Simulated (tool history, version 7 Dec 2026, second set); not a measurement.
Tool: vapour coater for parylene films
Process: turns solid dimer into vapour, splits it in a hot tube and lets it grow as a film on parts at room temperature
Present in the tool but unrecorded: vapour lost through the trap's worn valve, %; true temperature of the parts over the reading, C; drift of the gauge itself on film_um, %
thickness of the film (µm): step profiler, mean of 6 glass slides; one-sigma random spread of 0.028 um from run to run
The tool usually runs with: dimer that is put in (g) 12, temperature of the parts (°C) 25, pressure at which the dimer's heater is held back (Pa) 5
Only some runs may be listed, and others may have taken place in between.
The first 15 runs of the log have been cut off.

run   hour  dimer that is put in (g)  temperature of the parts (°C)  pressure at which the dimer's heater is held back (Pa)  hours of work since the trap's valve was overhauled  hours of work since the table's thermometer was calibrated  thickness of the film (µm)
 16  173.8                        12                             25                                                       5                                                  180                                                         286                        9.84
 17  188.8                        12                             25                                                       5                                                  188                                                         294                        9.81
 18  199.1                        12                             25                                                       5                                                  194                                                         299                        9.81
 19  213.8                        12                             25                                                       5                                                  202                                                         307                        9.78
 20  224.3                        12                             25                                                       5                                                  208                                                         313                        9.86
 21    236                        16                             25                                                    2.98                                                  214                                                         320                       14.32
 22  247.4                        16                             25                                                    2.98                                                  220                                                         326                       14.36
 23  261.4                        16                             25                                                    2.98                                                  228                                                         334                       14.34
 24  269.1                        16                             25                                                    2.98                                                  232                                                         338                       14.36
 25  285.8                        11                             34                                                    3.06                                                  241                                                         347                        8.05
 26    301                        21                             37                                                       2                                                  250                                                         355                       15.67
 27  317.1                        21                             37                                                       2                                                  259                                                         364                       15.67
 28  324.5                        21                             37                                                       2                                                  263                                                         368                       15.66
     330.5  -- trap's valve overhauled
 29  344.2                        16                             17                                                   10.13                                                    7                                                         377                       13.89
 30  354.5                        16                             17                                                   10.13                                                   13                                                         382                       14.04
 31  367.5                        16                             17                                                   10.13                                                   20                                                         389                       13.98
 32  376.5                        10                             28                                                    5.18                                                   25                                                         394                        7.85
 33  384.7                        10                             28                                                    5.18                                                   30                                                         399                        7.84
 34  397.4                        14                             37                                                     2.5                                                   37                                                         406                       10.36
 35  409.1                        14                             37                                                     2.5                                                   43                                                         412                       10.34
 36  415.8                        13                             25                                                    2.43                                                   47                                                         416                       12.46
 37  427.5                        13                             25                                                    2.43                                                   53                                                         422                       12.51
 38  438.4                        15                             25                                                    8.18                                                   59                                                         428                       11.47
 39  452.4                        16                             25                                                       5                                                   67                                                         436                       13.37
 40  462.7                        15                             18                                                     2.9                                                   72                                                         441                       16.03

5 ways to go on from here, each from the tool as it stands after run 40. What would each give?
  A  470.2                        12                             31                                                    7.14                                                   76                                                         446                           ?
  B  470.2                        15                             21                                                    4.59                                                   76                                                         446                           ?
  C  470.2                        15                             18                                                    9.19                                                   76                                                         446                           ?
  D  470.2                        15                             18                                                     2.8                                                   76                                                         446                           ?
  E  470.2                         6                             30                                                     7.8                                                   76                                                         446                           ?

run  thickness of the film (µm)
  A                        8.23
  B                       13.84
  C                        12.9
  D                       16.13
  E                        4.14
Had the tool no hidden state, the same runs would have come out as:
run  thickness of the film (µm)
  A                        8.43
  B                       14.17
  C                       13.21
  D                        16.5
  E                        4.23

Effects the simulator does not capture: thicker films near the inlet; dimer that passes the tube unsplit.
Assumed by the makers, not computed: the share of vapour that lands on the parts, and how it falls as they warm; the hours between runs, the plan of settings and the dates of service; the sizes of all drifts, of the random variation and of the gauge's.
